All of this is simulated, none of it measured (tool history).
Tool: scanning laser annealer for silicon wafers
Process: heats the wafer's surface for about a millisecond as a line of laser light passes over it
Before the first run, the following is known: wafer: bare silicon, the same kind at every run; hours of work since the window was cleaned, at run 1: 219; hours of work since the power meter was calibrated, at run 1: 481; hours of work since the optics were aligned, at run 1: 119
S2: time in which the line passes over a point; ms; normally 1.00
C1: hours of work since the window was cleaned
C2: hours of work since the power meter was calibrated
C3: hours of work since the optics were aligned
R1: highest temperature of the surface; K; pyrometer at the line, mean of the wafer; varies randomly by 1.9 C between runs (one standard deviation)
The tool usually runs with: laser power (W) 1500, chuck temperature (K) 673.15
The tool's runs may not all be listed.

{"run": 1, "hour": 0.0, "laser power (W)": 1500, "S2": 1.0, "chuck temperature (K)": 673.15, "C1": 219, "C2": 481, "C3": 119, "R1": 1448.15}
{"run": 2, "hour": 17.8, "laser power (W)": 1500, "S2": 1.0, "chuck temperature (K)": 673.15, "C1": 228, "C2": 490, "C3": 127, "R1": 1444.15}
{"run": 3, "hour": 48.3, "laser power (W)": 1500, "S2": 1.0, "chuck temperature (K)": 673.15, "C1": 243, "C2": 505, "C3": 142, "R1": 1446.15}
{"run": 4, "hour": 63.6, "laser power (W)": 1500, "S2": 1.0, "chuck temperature (K)": 673.15, "C1": 250, "C2": 512, "C3": 149, "R1": 1442.15}
{"run": 5, "hour": 98.8, "laser power (W)": 1500, "S2": 1.0, "chuck temperature (K)": 673.15, "C1": 267, "C2": 529, "C3": 166, "R1": 1444.15}
{"run": 6, "hour": 133.5, "laser power (W)": 1500, "S2": 1.0, "chuck temperature (K)": 667.15, "C1": 284, "C2": 546, "C3": 183, "R1": 1438.15}
{"run": 7, "hour": 165.3, "laser power (W)": 1500, "S2": 1.0, "chuck temperature (K)": 667.15, "C1": 299, "C2": 561, "C3": 198, "R1": 1436.15}
{"hour": 172.9, "done": "optics aligned, line set to its width"}
{"run": 8, "hour": 195.7, "laser power (W)": 1500, "S2": 1.0, "chuck temperature (K)": 667.15, "C1": 311, "C2": 573, "C3": 11, "R1": 1435.15}
{"run": 9, "hour": 213.4, "laser power (W)": 1500, "S2": 1.0, "chuck temperature (K)": 667.15, "C1": 320, "C2": 582, "C3": 20, "R1": 1435.15}
{"run": 10, "hour": 234.7, "laser power (W)": 1395, "S2": 1.0, "chuck temperature (K)": 667.15, "C1": 330, "C2": 592, "C3": 30, "R1": 1379.15}
{"run": 11, "hour": 265.9, "laser power (W)": 1500, "S2": 1.0, "chuck temperature (K)": 668.15, "C1": 345, "C2": 607, "C3": 45, "R1": 1432.15}
{"run": 12, "hour": 292.6, "laser power (W)": 1346, "S2": 1.0, "chuck temperature (K)": 668.15, "C1": 358, "C2": 620, "C3": 58, "R1": 1354.15}
{"hour": 306.9, "done": "optics aligned, line set to its width, once more"}
{"run": 13, "hour": 322.3, "laser power (W)": 1500, "S2": 1.01, "chuck temperature (K)": 673.15, "C1": 370, "C2": 632, "C3": 7, "R1": 1450.15}
{"run": 14, "hour": 342.7, "laser power (W)": 1500, "S2": 1.01, "chuck temperature (K)": 678.15, "C1": 380, "C2": 642, "C3": 17, "R1": 1456.15}
{"run": 15, "hour": 360.9, "laser power (W)": 1500, "S2": 1.01, "chuck temperature (K)": 678.15, "C1": 389, "C2": 651, "C3": 26, "R1": 1450.15}
{"run": 16, "hour": 389.6, "laser power (W)": 1500, "S2": 1.0, "chuck temperature (K)": 653.15, "C1": 402, "C2": 665, "C3": 40, "R1": 1425.15}
{"run": 17, "hour": 419.4, "laser power (W)": 1500, "S2": 1.0, "chuck temperature (K)": 653.15, "C1": 417, "C2": 679, "C3": 54, "R1": 1424.15}
{"run": 18, "hour": 444.2, "laser power (W)": 1433, "S2": 0.74, "chuck temperature (K)": 691.15, "C1": 429, "C2": 691, "C3": 66, "R1": 1325.15}
{"run": 19, "hour": 459.0, "laser power (W)": 1316, "S2": 0.84, "chuck temperature (K)": 711.15, "C1": 436, "C2": 698, "C3": 73, "R1": 1331.15}
{"run": 20, "hour": 491.3, "laser power (W)": 1573, "S2": 0.77, "chuck temperature (K)": 639.15, "C1": 452, "C2": 714, "C3": 89, "R1": 1350.15}
{"run": 21, "hour": 508.5, "laser power (W)": 1628, "S2": 1.15, "chuck temperature (K)": 673.15, "C1": 460, "C2": 722, "C3": 97, "R1": 1567.15}
{"run": 22, "hour": 533.7, "laser power (W)": 1628, "S2": 1.15, "chuck temperature (K)": 673.15, "C1": 472, "C2": 734, "C3": 109, "R1": 1570.15}
{"run": 23, "hour": 563.4, "laser power (W)": 1560, "S2": 1.0, "chuck temperature (K)": 693.15, "C1": 486, "C2": 748, "C3": 124, "R1": 1495.15}

For each entry between runs, how does the tool's hidden state at the last listed run before it compare with that at the first listed run after it?
Run 7 -> run 8: optics aligned, line set to its width (hour 172.9)
  light that passes the window, % of a clean one's: 99 -> 98.96; laser's true power over the reading, %: 0.64 -> 0.65; width of the line over the set one, %: 0.95 -> 1.38
  measured result minus the result with no hidden state, R1: -7.00 -> -9.00 K
Run 12 -> run 13: optics aligned, line set to its width, once more (hour 306.9)
  light that passes the window, % of a clean one's: 98.82 -> 98.78; width of the line over the set one, %: 1.6 -> 0.06
  measured result minus the result with no hidden state, R1: -10.00 -> -5.00 K

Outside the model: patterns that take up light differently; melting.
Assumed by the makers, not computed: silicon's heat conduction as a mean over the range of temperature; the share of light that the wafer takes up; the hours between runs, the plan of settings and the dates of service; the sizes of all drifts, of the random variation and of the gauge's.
